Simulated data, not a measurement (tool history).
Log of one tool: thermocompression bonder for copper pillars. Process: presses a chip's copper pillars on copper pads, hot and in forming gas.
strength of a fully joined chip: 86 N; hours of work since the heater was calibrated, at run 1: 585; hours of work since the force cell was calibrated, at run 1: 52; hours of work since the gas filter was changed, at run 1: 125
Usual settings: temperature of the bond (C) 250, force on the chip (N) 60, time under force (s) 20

run,hour,temperature of the bond (C),force on the chip (N),time under force (s),hours of work since the heater was calibrated,hours of work since the force cell was calibrated,hours of work since the gas filter was changed,force that shears a chip off (N)
1,0.0,250,60,20,585,52,125,43.4
2,13.6,250,60,20,596,63,135,42.7
3,33.6,250,60,20,611,78,151,42.3
4,54.6,250,60,20,628,95,167,42.7
5,71.6,250,61,20,641,108,180,42.7
# hour 83.2: forming gas filter changed
6,94.8,250,61,20,658,125,9,46.2
7,109.7,250,60,20,670,137,21,44.5
8,121.3,250,60,20,679,146,29,44.8
# hour 130.0: heater calibrated with a thermocouple chip
9,146.5,250,60,20,13,164,48,38.4
10,164.5,272,60,20,27,178,61,52.7
11,187.9,272,60,20,45,196,80,51.5
12,199.4,272,60,20,54,205,89,52.2
13,212.2,272,60,20,64,215,98,51.9
14,224.7,272,60,20,73,224,108,52.4
15,243.0,250,73,20,88,239,122,43.2
16,257.6,250,85,20,99,250,134,48.8
17,273.1,250,85,11,111,262,146,40.4
18,293.5,250,60,10,127,278,161,29.6
19,310.7,250,39,10,140,291,175,20.3
# hour 329.8: forming gas filter changed
20,330.5,250,60,20,155,306,1,39.8
21,350.8,250,60,10,171,322,16,30.4
22,368.9,250,60,10,185,336,30,31.1
23,389.4,247,52,17,201,352,46,31.5
24,406.6,229,39,20,214,365,60,18.6
25,421.4,229,39,20,225,377,71,19.2
26,441.4,229,39,20,241,392,86,19.1
27,453.7,225,48,34,251,402,96,26.7
28,466.5,239,62,20,260,412,106,33.4
29,489.6,225,86,36,278,429,124,43.2
30,502.1,273,60,53,288,439,134,68.5
31,512.6,250,60,20,296,447,142,40.7
32,532.4,250,60,54,312,463,157,55.9
33,551.9,271,49,48,327,478,172,58.8
34,563.3,271,68,21,335,487,181,57.3
# hour 574.4: forming gas filter changed
35,575.8,271,68,21,345,496,1,60.4
36,585.2,232,68,21,352,503,8,34.2
37,607.6,232,68,21,369,521,26,34.3
38,625.1,263,64,45,383,534,39,66.0
39,634.8,228,40,20,391,542,47,20.2
40,647.1,228,40,20,400,551,56,20.2
41,665.7,228,40,20,415,566,71,19.6

Hidden state at the last listed run before each entry between runs and at the first one after, where it differs:
Between runs 5 and 6: forming gas filter changed (hour 83.2)
  true temperature of the bond over the reading, C: 9.7 -> 10; force that reaches the chip, % of what is set: 99.3 -> 99.2; oxide that the forming gas leaves, % of the face: 5.16 -> 0.88
  measured less the result without the state, force that shears a chip off (N): +3.9 -> +6.2
Between runs 8 and 9: heater calibrated with a thermocouple chip (hour 130.0)
  true temperature of the bond over the reading, C: 10.3 -> 0.5; oxide that the forming gas leaves, % of the face: 1.35 -> 1.78
  measured less the result without the state, force that shears a chip off (N): +6.0 -> -0.4
Between runs 19 and 20: forming gas filter changed (hour 329.8)
  true temperature of the bond over the reading, C: 2.7 -> 2.9; force that reaches the chip, % of what is set: 98.6 -> 98.5; oxide that the forming gas leaves, % of the face: 4.87 -> 0.54
  measured less the result without the state, force that shears a chip off (N): -0.1 -> +1.4
Between runs 34 and 35: forming gas filter changed (hour 574.4)
  true temperature of the bond over the reading, C: 5.9 -> 6; force that reaches the chip, % of what is set: 97.9 -> 97.8; oxide that the forming gas leaves, % of the face: 4.93 -> 0.54
  measured less the result without the state, force that shears a chip off (N): +0.3 -> +3.1
